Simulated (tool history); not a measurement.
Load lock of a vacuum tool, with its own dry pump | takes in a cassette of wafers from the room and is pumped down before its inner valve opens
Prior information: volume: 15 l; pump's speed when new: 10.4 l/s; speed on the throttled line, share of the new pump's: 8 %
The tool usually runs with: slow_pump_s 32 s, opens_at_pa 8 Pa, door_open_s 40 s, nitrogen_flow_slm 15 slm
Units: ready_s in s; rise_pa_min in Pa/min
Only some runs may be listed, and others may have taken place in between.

run,hour,slow_pump_s,opens_at_pa,door_open_s,nitrogen_flow_slm,"incoming humidity of the room's air, %",ready_s,rise_pa_min
1,0.0,32,8,40,15,46.4,46.6,0.051
2,249.8,32,8,40,15,49.6,46.1,0.052
# hour 545.3: dry pump taken out, an overhauled one fitted
3,675.3,32,8,56,15,43.1,42.7,0.049
4,1029.0,32,8,56,15,44.1,42.8,0.049
5,1528.7,32,8,56,15,44.7,43.3,0.052
6,1891.0,32,8,56,15,44.5,43.1,0.056
7,2154.6,32,6,40,15,45.2,43.4,0.055
8,2588.5,32,14,40,15,46.1,42.8,0.055
9,2952.4,32,14,40,15,43.5,42.7,0.053
10,3165.0,32,14,40,15,42.2,42.9,0.052
11,3606.3,32,14,40,15,44.8,42.3,0.056
12,4104.6,54,10,209,6,43.5,63.3,0.113
13,4386.6,54,10,209,6,43.2,63.4,0.111
14,4662.0,44,12,171,15,47.7,54.3,0.081
15,4871.5,44,12,171,15,46.0,54.2,0.080
16,5309.8,44,7,95,15,43.5,55.0,0.070
17,5544.4,44,11,68,8,47.5,54.6,0.088
18,6028.3,32,8,40,21,47.9,43.9,0.061
19,6406.7,26,15,158,20,44.6,38.4,0.073
20,6785.2,26,9,158,20,42.3,39.0,0.067
21,7205.2,26,9,158,20,44.4,38.7,0.077

Each row is a separate what-if for the run after 21, all from the same tool condition, not one after another. Results?
A,7440.6,32,8,40,15,43.3,?,?
B,7440.6,32,6,40,15,44.0,?,?
C,7440.6,26,8,158,20,45.9,?,?
D,7440.6,52,8,40,15,47.0,?,?

run,ready_s,rise_pa_min
A,44.4,0.070
B,44.3,0.067
C,38.8,0.089
D,62.5,0.067
Stripped of hidden state, with their random variation kept, the same runs would have yielded:
run,ready_s,rise_pa_min
A,43.2,0.036
B,43.1,0.033
C,37.5,0.055
D,61.5,0.034

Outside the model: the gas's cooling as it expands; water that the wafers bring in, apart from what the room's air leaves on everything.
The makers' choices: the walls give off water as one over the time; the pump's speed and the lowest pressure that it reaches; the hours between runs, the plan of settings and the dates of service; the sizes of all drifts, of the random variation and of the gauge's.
